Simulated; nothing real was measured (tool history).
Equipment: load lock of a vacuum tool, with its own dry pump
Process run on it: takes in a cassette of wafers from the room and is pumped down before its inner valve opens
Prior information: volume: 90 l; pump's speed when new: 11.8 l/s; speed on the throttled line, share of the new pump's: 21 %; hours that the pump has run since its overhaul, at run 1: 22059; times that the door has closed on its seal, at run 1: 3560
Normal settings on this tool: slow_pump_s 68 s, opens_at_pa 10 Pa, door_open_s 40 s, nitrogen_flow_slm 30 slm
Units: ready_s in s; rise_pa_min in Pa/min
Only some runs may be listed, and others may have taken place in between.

| run | hour | slow_pump_s | opens_at_pa | door_open_s | nitrogen_flow_slm | hours that the pump has run since its overhaul | times that the door has closed on its seal | incoming humidity of the room's air, % | ready_s | rise_pa_min |
|---|---|---|---|---|---|---|---|---|---|---|
| 1 | 0 | 68 | 10 | 40 | 30 | 22059 | 3560 | 44.8 | 124.3 | 0.013 |
| 2 | 143.8 | 68 | 10 | 40 | 30 | 22203 | 3855 | 46 | 125.1 | 0.017 |
| 3 | 240.8 | 68 | 10 | 40 | 30 | 22300 | 4053 | 46.8 | 124.1 | 0.019 |
| 4 | 369.1 | 68 | 10 | 47 | 30 | 22428 | 4316 | 49.8 | 124.1 | 0.022 |
| 5 | 502.4 | 68 | 10 | 47 | 30 | 22561 | 4589 | 43.2 | 125 | 0.013 |
| 6 | 580 | 68 | 10 | 90 | 30 | 22639 | 4748 | 47.2 | 125.2 | 0.027 |
| 7 | 724.1 | 68 | 10 | 90 | 30 | 22783 | 5043 | 43.7 | 124.4 | 0.03 |
| 8 | 821.7 | 70 | 10 | 90 | 30 | 22881 | 5242 | 45.8 | 125.8 | 0.031 |
| 9 | 966.6 | 68 | 10 | 40 | 36 | 23025 | 5539 | 44.1 | 124.7 | 0.019 |
| 10 | 1030.5 | 68 | 10 | 40 | 36 | 23089 | 5670 | 45.3 | 125.9 | 0.015 |
| 11 | 1172.5 | 68 | 10 | 40 | 36 | 23231 | 5960 | 48.7 | 125.5 | 0.019 |
| 12 | 1236.1 | 68 | 10 | 40 | 36 | 23295 | 6090 | 46.2 | 124.4 | 0.025 |
| 13 | 1314.9 | 68 | 10 | 40 | 36 | 23374 | 6252 | 46.1 | 124.3 | 0.015 |
| 14 | 1390.8 | 68 | 19 | 40 | 30 | 23450 | 6407 | 45.6 | 119.6 | 0.017 |
| 15 | 1519.5 | 68 | 17 | 40 | 30 | 23578 | 6671 | 45.9 | 120.9 | 0.016 |
| 16 | 1605.7 | 68 | 7 | 40 | 30 | 23665 | 6847 | 44.9 | 127.8 | 0.016 |
| 17 | 1693.6 | 113 | 10 | 64 | 24 | 23753 | 7027 | 42.9 | 160.4 | 0.026 |
| 18 | 1770 | 113 | 10 | 160 | 24 | 23829 | 7183 | 47.5 | 160.6 | 0.048 |
| 19 | 1896.5 | 113 | 10 | 160 | 24 | 23955 | 7442 | 46.1 | 159.3 | 0.04 |
| 20 | 2003.8 | 65 | 10 | 38 | 9 | 24063 | 7662 | 45.9 | 123.2 | 0.03 |
| 21 | 2124.8 | 68 | 16 | 95 | 30 | 24184 | 7910 | 44.9 | 122 | 0.029 |
|  | 2176.2 | dry pump taken out, an overhauled one fitted |
| 22 | 2214 | 68 | 13 | 94 | 30 | 38 | 8080 | 46.3 | 121.6 | 0.028 |
| 23 | 2319.9 | 68 | 13 | 94 | 30 | 144 | 8296 | 46.5 | 123.4 | 0.033 |
| 24 | 2401.4 | 68 | 13 | 94 | 30 | 225 | 8463 | 44.6 | 123.4 | 0.026 |
| 25 | 2527.4 | 68 | 9 | 93 | 30 | 351 | 8721 | 42.3 | 126.4 | 0.027 |
| 26 | 2599.9 | 68 | 10 | 56 | 30 | 424 | 8870 | 46.1 | 124 | 0.022 |
| 27 | 2676.3 | 68 | 10 | 40 | 13 | 500 | 9026 | 41.7 | 123.2 | 0.025 |

Predict each of these 3 candidate next runs independently; none follows another, all start after run 27:
| A | 2754.1 | 68 | 19 | 40 | 30 | 578 | 9185 | 43.5 | ? | ? |
| B | 2754.1 | 93 | 10 | 52 | 9 | 578 | 9185 | 45.4 | ? | ? |
| C | 2754.1 | 68 | 9 | 40 | 13 | 578 | 9185 | 40.1 | ? | ? |

| run | ready_s | rise_pa_min |
|---|---|---|
| A | 120.2 | 0.016 |
| B | 144.8 | 0.035 |
| C | 125.8 | 0.022 |
With no hidden state in the tool, these same runs would have given:
| run | ready_s | rise_pa_min |
|---|---|---|
| A | 120.2 | 0.016 |
| B | 144.8 | 0.035 |
| C | 125.8 | 0.022 |
